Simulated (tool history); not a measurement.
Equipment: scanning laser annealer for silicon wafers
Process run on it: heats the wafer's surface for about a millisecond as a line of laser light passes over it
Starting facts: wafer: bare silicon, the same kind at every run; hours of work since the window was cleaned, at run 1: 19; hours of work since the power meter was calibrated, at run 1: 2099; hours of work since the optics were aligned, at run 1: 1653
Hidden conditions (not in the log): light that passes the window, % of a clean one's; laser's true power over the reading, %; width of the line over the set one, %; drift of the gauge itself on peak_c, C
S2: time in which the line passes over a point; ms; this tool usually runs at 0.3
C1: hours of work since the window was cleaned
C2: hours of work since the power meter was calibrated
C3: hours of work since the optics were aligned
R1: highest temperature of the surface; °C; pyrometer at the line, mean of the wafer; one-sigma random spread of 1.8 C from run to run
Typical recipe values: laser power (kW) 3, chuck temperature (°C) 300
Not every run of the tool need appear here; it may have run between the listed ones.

Run 1, hour 0: usual settings; C1 19; C2 2099; C3 1653. Result: R1 1037 °C.
At hour 28.6: optics aligned, line set to its width.
Run 2, hour 48.2: usual settings; C1 51; C2 2131; C3 14. Result: R1 1042 °C.
Run 3, hour 102.7: usual settings; C1 91; C2 2171; C3 55. Result: R1 1047 °C.
Run 4, hour 139.6: usual settings; C1 118; C2 2199; C3 82. Result: R1 1039 °C.
Run 5, hour 194.1: usual settings; C1 158; C2 2239; C3 122. Result: R1 1041 °C.
Run 6, hour 249.7: usual settings; C1 199; C2 2280; C3 163. Result: R1 1037 °C.
Run 7, hour 318.3: usual settings; C1 250; C2 2330; C3 213. Result: R1 1034 °C.
Run 8, hour 372.7: usual settings; C1 290; C2 2370; C3 254. Result: R1 1036 °C.
Run 9, hour 441.2: usual settings; C1 340; C2 2421; C3 304. Result: R1 1032 °C.
Run 10, hour 485.9: usual settings but laser power (kW) 2.987; C1 373; C2 2454; C3 337. Result: R1 1028 °C.
Run 11, hour 536.1: usual settings but laser power (kW) 2.987; C1 410; C2 2491; C3 374. Result: R1 1026 °C.
Run 12, hour 598.2: usual settings; C1 456; C2 2536; C3 420. Result: R1 1027 °C.
Run 13, hour 667.5: usual settings; C1 507; C2 2587; C3 471. Result: R1 1030 °C.
Run 14, hour 703.2: usual settings; C1 533; C2 2614; C3 497. Result: R1 1021 °C.
Run 15, hour 771.2: usual settings; C1 583; C2 2664; C3 547. Result: R1 1023 °C.
Run 16, hour 843.8: usual settings but laser power (kW) 3.024, S2 0.356 ms, chuck temperature (°C) 329; C1 637; C2 2717; C3 601. Result: R1 1121 °C.
Run 17, hour 921.3: usual settings but S2 0.377 ms, chuck temperature (°C) 313; C1 694; C2 2774; C3 658. Result: R1 1120 °C.
At hour 930.2: window over the wafer cleaned.
Run 18, hour 980.9: usual settings but S2 0.377 ms, chuck temperature (°C) 313; C1 37; C2 2817; C3 700. Result: R1 1096 °C.
Run 19, hour 1036: usual settings but laser power (kW) 3.139, S2 0.35 ms; C1 78; C2 2857; C3 741. Result: R1 1089 °C.
Run 20, hour 1084.9: usual settings but laser power (kW) 2.891, S2 0.25 ms; C1 114; C2 2894; C3 777. Result: R1 914 °C.
Run 21, hour 1133.2: usual settings but laser power (kW) 2.891, S2 0.25 ms; C1 150; C2 2929; C3 812. Result: R1 913 °C.
Run 22, hour 1210: usual settings but laser power (kW) 2.891, S2 0.25 ms; C1 206; C2 2986; C3 869. Result: R1 912 °C.
Run 23, hour 1252.6: usual settings but laser power (kW) 2.96, S2 0.245 ms; C1 238; C2 3017; C3 900. Result: R1 921 °C.
Run 24, hour 1306.1: usual settings but laser power (kW) 3.173, S2 0.321 ms, chuck temperature (°C) 307; C1 277; C2 3056; C3 940. Result: R1 1066 °C.
At hour 1345.6: window over the wafer cleaned, once more.
Run 25, hour 1367.6: usual settings but laser power (kW) 3.173, S2 0.321 ms, chuck temperature (°C) 307; C1 16; C2 3100; C3 984. Result: R1 1114 °C.

For each entry between runs, how does the tool's hidden state at the last listed run before it compare with that at the first listed run after it?
Runs 1 to 2: optics aligned, line set to its width (hour 28.6)
  light that passes the window, % of a clean one's: 99.9 -> 99.75; laser's true power over the reading, %: 0.88 -> 0.89; width of the line over the set one, %: 2.67 -> 0.03
  measured minus no-state result, R1: -4 -> +4 °C
Runs 17 to 18: window over the wafer cleaned (hour 930.2)
  light that passes the window, % of a clean one's: 96.71 -> 94.36; laser's true power over the reading, %: 1.16 -> 1.18; width of the line over the set one, %: 1.02 -> 1.09
  measured minus no-state result, R1: -21 -> -41 °C
Runs 24 to 25: window over the wafer cleaned, once more (hour 1345.6)
  light that passes the window, % of a clean one's: 93.23 -> 99.55; laser's true power over the reading, %: 1.28 -> 1.3; width of the line over the set one, %: 1.44 -> 1.51
  measured minus no-state result, R1: -50 -> +0 °C

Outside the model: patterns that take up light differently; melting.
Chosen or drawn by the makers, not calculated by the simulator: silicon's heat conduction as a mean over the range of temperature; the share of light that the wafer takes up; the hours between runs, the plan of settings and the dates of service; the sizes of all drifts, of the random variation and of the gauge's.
